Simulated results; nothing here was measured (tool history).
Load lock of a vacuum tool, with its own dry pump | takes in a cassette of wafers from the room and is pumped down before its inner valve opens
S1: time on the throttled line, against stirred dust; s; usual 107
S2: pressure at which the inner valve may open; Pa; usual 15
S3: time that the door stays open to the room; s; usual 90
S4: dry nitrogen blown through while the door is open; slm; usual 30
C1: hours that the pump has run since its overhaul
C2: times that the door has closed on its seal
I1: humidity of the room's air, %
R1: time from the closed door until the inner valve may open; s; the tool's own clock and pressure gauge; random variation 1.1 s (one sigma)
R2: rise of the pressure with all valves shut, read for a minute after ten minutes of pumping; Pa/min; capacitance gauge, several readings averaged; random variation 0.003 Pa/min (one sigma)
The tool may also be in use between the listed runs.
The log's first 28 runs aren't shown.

{"run": 29, "hour": 11850.0, "S1": 154, "S2": 14, "S3": 90, "S4": 5, "C1": 2686, "C2": 24928, "I1": 44, "R1": 215.2, "R2": 0.164}
{"run": 30, "hour": 12444.2, "S1": 94, "S2": 15, "S3": 181, "S4": 4, "C1": 3280, "C2": 25565, "I1": 43.9, "R1": 162.8, "R2": 0.201}
{"run": 31, "hour": 12849.9, "S1": 107, "S2": 17, "S3": 60, "S4": 30, "C1": 3685, "C2": 26000, "I1": 45.6, "R1": 173, "R2": 0.158}
{"run": 32, "hour": 13166.2, "S1": 107, "S2": 17, "S3": 60, "S4": 30, "C1": 4002, "C2": 26339, "I1": 41.7, "R1": 173.9, "R2": 0.156}
{"run": 33, "hour": 13548.1, "S1": 107, "S2": 17, "S3": 60, "S4": 30, "C1": 4384, "C2": 26748, "I1": 45.2, "R1": 174.2, "R2": 0.163}
{"run": 34, "hour": 13990.6, "S1": 107, "S2": 15, "S3": 165, "S4": 30, "C1": 4826, "C2": 27222, "I1": 47, "R1": 174.4, "R2": 0.187}
{"run": 35, "hour": 14349.5, "S1": 107, "S2": 28, "S3": 196, "S4": 30, "C1": 5185, "C2": 27607, "I1": 44.9, "R1": 168.8, "R2": 0.189}
{"run": 36, "hour": 14818.7, "S1": 107, "S2": 28, "S3": 196, "S4": 30, "C1": 5654, "C2": 28110, "I1": 44.2, "R1": 171.3, "R2": 0.199}
{"run": 37, "hour": 15224.2, "S1": 107, "S2": 28, "S3": 196, "S4": 4, "C1": 6060, "C2": 28544, "I1": 47, "R1": 170.7, "R2": 0.231}
{"run": 38, "hour": 15680.5, "S1": 107, "S2": 11, "S3": 196, "S4": 4, "C1": 6516, "C2": 29034, "I1": 44.8, "R1": 182, "R2": 0.238}

Forecast each of these 3 alternatives for the next run:
{"run": "A", "hour": 16085.8, "S1": 153, "S2": 17, "S3": 90, "S4": 8, "C1": 6921, "C2": 29468, "I1": 44.5, "R1": "?", "R2": "?"}
{"run": "B", "hour": 16085.8, "S1": 202, "S2": 15, "S3": 82, "S4": 39, "C1": 6921, "C2": 29468, "I1": 42.4, "R1": "?", "R2": "?"}
{"run": "C", "hour": 16085.8, "S1": 107, "S2": 11, "S3": 196, "S4": 16, "C1": 6921, "C2": 29468, "I1": 42.4, "R1": "?", "R2": "?"}

run=A R1=215.2 R2=0.203
run=B R1=255.4 R2=0.192
run=C R1=183.6 R2=0.222
Without the tool's hidden state the same runs would have given:
run=A R1=207 R2=0.029
run=B R1=248.4 R2=0.019
run=C R1=173.6 R2=0.046
